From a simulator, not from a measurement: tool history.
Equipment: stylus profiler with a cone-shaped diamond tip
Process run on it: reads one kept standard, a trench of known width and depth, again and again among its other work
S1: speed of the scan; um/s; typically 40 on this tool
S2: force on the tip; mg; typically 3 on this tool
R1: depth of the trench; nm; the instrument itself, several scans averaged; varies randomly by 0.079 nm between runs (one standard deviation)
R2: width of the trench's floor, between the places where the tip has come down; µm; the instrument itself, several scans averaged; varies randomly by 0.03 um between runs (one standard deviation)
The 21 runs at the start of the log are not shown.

| run | hour | S1 | S2 | R1 | R2 |
|---|---|---|---|---|---|
| 22 | 245.1 | 40 | 3 | 202.02 | 17.66 |
| 23 | 258.9 | 49 | 1.05 | 200.94 | 17.53 |
| 24 | 269.9 | 49 | 1.05 | 200.84 | 17.54 |
| 25 | 280.7 | 26 | 3.63 | 202.37 | 17.75 |
| 26 | 290.6 | 26 | 3.63 | 202.37 | 17.79 |
| 27 | 303.2 | 58 | 5.76 | 203.3 | 17.65 |
|  | 305 | height scale calibrated on a step standard |
| 28 | 319.1 | 92 | 1 | 200.81 | 17.14 |
| 29 | 327.4 | 64 | 6.21 | 203.32 | 17.68 |
| 30 | 342.3 | 14 | 3.67 | 202.39 | 17.74 |
| 31 | 349.2 | 144 | 5.28 | 202.96 | 17.39 |
|  | 352.9 | height scale calibrated on a step standard, once more |
| 32 | 361.9 | 46 | 7.66 | 204.08 | 17.72 |
| 33 | 371.9 | 124 | 4.06 | 202.67 | 17.4 |
| 34 | 385.5 | 83 | 6.82 | 203.78 | 17.62 |
| 35 | 399.9 | 83 | 1.79 | 201.57 | 17.42 |
| 36 | 406.3 | 12 | 2.57 | 202.08 | 17.79 |
| 37 | 420.6 | 40 | 1.53 | 201.55 | 17.56 |
| 38 | 427.8 | 40 | 1.53 | 201.34 | 17.61 |
| 39 | 438.2 | 82 | 3 | 202.18 | 17.47 |
| 40 | 446.4 | 22 | 7.77 | 204.01 | 17.75 |
| 41 | 462 | 41 | 1.22 | 201.29 | 17.53 |
| 42 | 476.8 | 35 | 2.41 | 201.9 | 17.64 |
| 43 | 483.3 | 35 | 2.41 | 201.96 | 17.67 |

Consider 3 possible next runs. They are alternatives, not a sequence: every one starts from the tool as it was left by run 43. What does each give?
| A | 492.4 | 129 | 3.06 | ? | ? |
| B | 492.4 | 26 | 2.41 | ? | ? |
| C | 492.4 | 35 | 5.15 | ? | ? |

| run | R1 | R2 |
|---|---|---|
| A | 202.31 | 17.31 |
| B | 201.98 | 17.7 |
| C | 203.11 | 17.76 |
Stripped of hidden state, with their random variation kept, the same runs would have yielded:
| run | R1 | R2 |
|---|---|---|
| A | 202.32 | 17.55 |
| B | 201.99 | 17.93 |
| C | 203.12 | 18 |

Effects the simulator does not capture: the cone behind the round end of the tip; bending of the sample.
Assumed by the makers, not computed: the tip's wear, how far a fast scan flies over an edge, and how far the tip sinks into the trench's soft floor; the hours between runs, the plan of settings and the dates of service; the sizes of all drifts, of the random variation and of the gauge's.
